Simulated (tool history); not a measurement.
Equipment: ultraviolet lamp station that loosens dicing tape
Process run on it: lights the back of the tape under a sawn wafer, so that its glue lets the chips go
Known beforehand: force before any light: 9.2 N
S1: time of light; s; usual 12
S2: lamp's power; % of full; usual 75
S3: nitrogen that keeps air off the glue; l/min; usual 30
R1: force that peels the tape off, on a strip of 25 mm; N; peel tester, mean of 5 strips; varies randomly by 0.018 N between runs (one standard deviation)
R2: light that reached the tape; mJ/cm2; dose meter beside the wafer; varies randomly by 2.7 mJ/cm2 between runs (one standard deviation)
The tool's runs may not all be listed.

{"run": 1, "hour": 0.0, "S1": 12, "S2": 75, "S3": 30, "R1": 0.959, "R2": 336}
{"run": 2, "hour": 21.3, "S1": 12, "S2": 75, "S3": 30, "R1": 0.936, "R2": 329}
{"run": 3, "hour": 58.8, "S1": 12, "S2": 75, "S3": 30, "R1": 0.978, "R2": 328}
{"run": 4, "hour": 98.2, "S1": 12, "S2": 75, "S3": 30, "R1": 1.017, "R2": 321}
{"run": 5, "hour": 137.0, "S1": 12, "S2": 75, "S3": 30, "R1": 1.049, "R2": 316}
{"run": 6, "hour": 159.8, "S1": 12, "S2": 75, "S3": 30, "R1": 1.047, "R2": 314}
{"run": 7, "hour": 190.2, "S1": 12, "S2": 75, "S3": 30, "R1": 1.095, "R2": 310}
{"run": 8, "hour": 234.9, "S1": 14, "S2": 75, "S3": 30, "R1": 0.8, "R2": 361}
{"run": 9, "hour": 263.6, "S1": 14, "S2": 75, "S3": 30, "R1": 0.861, "R2": 356}
{"run": 10, "hour": 296.2, "S1": 12, "S2": 75, "S3": 30, "R1": 1.196, "R2": 301}
{"run": 11, "hour": 327.9, "S1": 12, "S2": 75, "S3": 30, "R1": 1.18, "R2": 296}
{"run": 12, "hour": 361.0, "S1": 12, "S2": 75, "S3": 30, "R1": 1.203, "R2": 297}
{"run": 13, "hour": 389.4, "S1": 12, "S2": 75, "S3": 30, "R1": 1.18, "R2": 291}
{"run": 14, "hour": 427.1, "S1": 12, "S2": 75, "S3": 30, "R1": 1.294, "R2": 289}
{"run": 15, "hour": 472.9, "S1": 12, "S2": 75, "S3": 30, "R1": 1.265, "R2": 282}
{"run": 16, "hour": 501.1, "S1": 11, "S2": 75, "S3": 30, "R1": 1.527, "R2": 255}
{"run": 17, "hour": 530.3, "S1": 11, "S2": 75, "S3": 30, "R1": 1.508, "R2": 252}
{"run": 18, "hour": 574.5, "S1": 11, "S2": 75, "S3": 30, "R1": 1.673, "R2": 250}
{"run": 19, "hour": 598.0, "S1": 11, "S2": 75, "S3": 30, "R1": 1.572, "R2": 249}
{"hour": 605.7, "done": "window cleaned of glue's vapour"}
{"run": 20, "hour": 637.3, "S1": 12, "S2": 75, "S3": 30, "R1": 1.43, "R2": 255}
{"run": 21, "hour": 682.7, "S1": 12, "S2": 75, "S3": 30, "R1": 1.526, "R2": 258}
{"run": 22, "hour": 721.0, "S1": 12, "S2": 75, "S3": 30, "R1": 1.607, "R2": 250}
{"run": 23, "hour": 752.8, "S1": 9, "S2": 65, "S3": 34, "R1": 2.762, "R2": 164}
{"hour": 760.0, "done": "window cleaned of glue's vapour, once more"}
{"run": 24, "hour": 784.5, "S1": 12, "S2": 74, "S3": 50, "R1": 0.896, "R2": 277}
{"run": 25, "hour": 827.9, "S1": 12, "S2": 74, "S3": 50, "R1": 0.96, "R2": 271}
{"run": 26, "hour": 852.1, "S1": 18, "S2": 85, "S3": 14, "R1": 0.91, "R2": 468}
{"run": 27, "hour": 887.9, "S1": 18, "S2": 85, "S3": 14, "R1": 0.958, "R2": 462}
{"run": 28, "hour": 907.9, "S1": 18, "S2": 93, "S3": 51, "R1": 0.283, "R2": 499}
{"run": 29, "hour": 953.9, "S1": 18, "S2": 93, "S3": 51, "R1": 0.283, "R2": 494}
{"run": 30, "hour": 979.0, "S1": 12, "S2": 93, "S3": 54, "R1": 0.612, "R2": 325}
{"run": 31, "hour": 1010.3, "S1": 12, "S2": 93, "S3": 54, "R1": 0.633, "R2": 320}
{"run": 32, "hour": 1032.6, "S1": 9, "S2": 63, "S3": 30, "R1": 2.937, "R2": 159}
{"run": 33, "hour": 1057.8, "S1": 9, "S2": 63, "S3": 30, "R1": 2.955, "R2": 164}
{"hour": 1083.0, "done": "lamp changed"}
{"run": 34, "hour": 1086.6, "S1": 8, "S2": 82, "S3": 14, "R1": 2.681, "R2": 241}
{"run": 35, "hour": 1108.5, "S1": 8, "S2": 82, "S3": 14, "R1": 2.694, "R2": 241}
{"run": 36, "hour": 1140.0, "S1": 19, "S2": 75, "S3": 19, "R1": 0.569, "R2": 522}
{"run": 37, "hour": 1161.6, "S1": 19, "S2": 77, "S3": 51, "R1": 0.251, "R2": 525}
{"run": 38, "hour": 1190.5, "S1": 19, "S2": 77, "S3": 51, "R1": 0.263, "R2": 526}
{"run": 39, "hour": 1234.7, "S1": 18, "S2": 64, "S3": 24, "R1": 0.768, "R2": 407}
{"run": 40, "hour": 1254.1, "S1": 6, "S2": 76, "S3": 24, "R1": 3.256, "R2": 161}
{"run": 41, "hour": 1293.1, "S1": 6, "S2": 76, "S3": 24, "R1": 3.384, "R2": 160}
{"run": 42, "hour": 1317.8, "S1": 6, "S2": 76, "S3": 24, "R1": 3.308, "R2": 151}
{"run": 43, "hour": 1343.7, "S1": 22, "S2": 64, "S3": 30, "R1": 0.421, "R2": 485}

How would selected steps in R1 from run to run divide? Give the signed amount a tool lacking its hidden state would still show from settings, what came in and random variation, and the signed amount left for the hidden state, including any gauge scatter that is not in both of the compared results.
The hidden state here: lamp's light, % of a new lamp's; light that the window lets through, % of a clean one's; drift of the gauge itself on peel_n, %; drift of the gauge itself on dose_mj_cm2, %.
Run 23 -> 24: S1 9 -> 12, S2 65 -> 74, S3 34 -> 50, window cleaned of glue's vapour, once more. R1 -1.866 N: hidden state -0.732, all else -1.134.
Run 31 -> 32: S1 12 -> 9, S2 93 -> 63, S3 54 -> 30. R1 +2.304 N: hidden state +0.687, all else +1.617.
Run 33 -> 34: S1 9 -> 8, S2 63 -> 82, S3 30 -> 14, lamp changed. R1 -0.274 N: hidden state -0.842, all else +0.568.
Run 39 -> 40: S1 18 -> 6, S2 64 -> 76. R1 +2.488 N: hidden state +0.214, all else +2.274.
Run 42 -> 43: S1 6 -> 22, S2 76 -> 64, S3 24 -> 30. R1 -2.887 N: hidden state -0.329, all else -2.558.
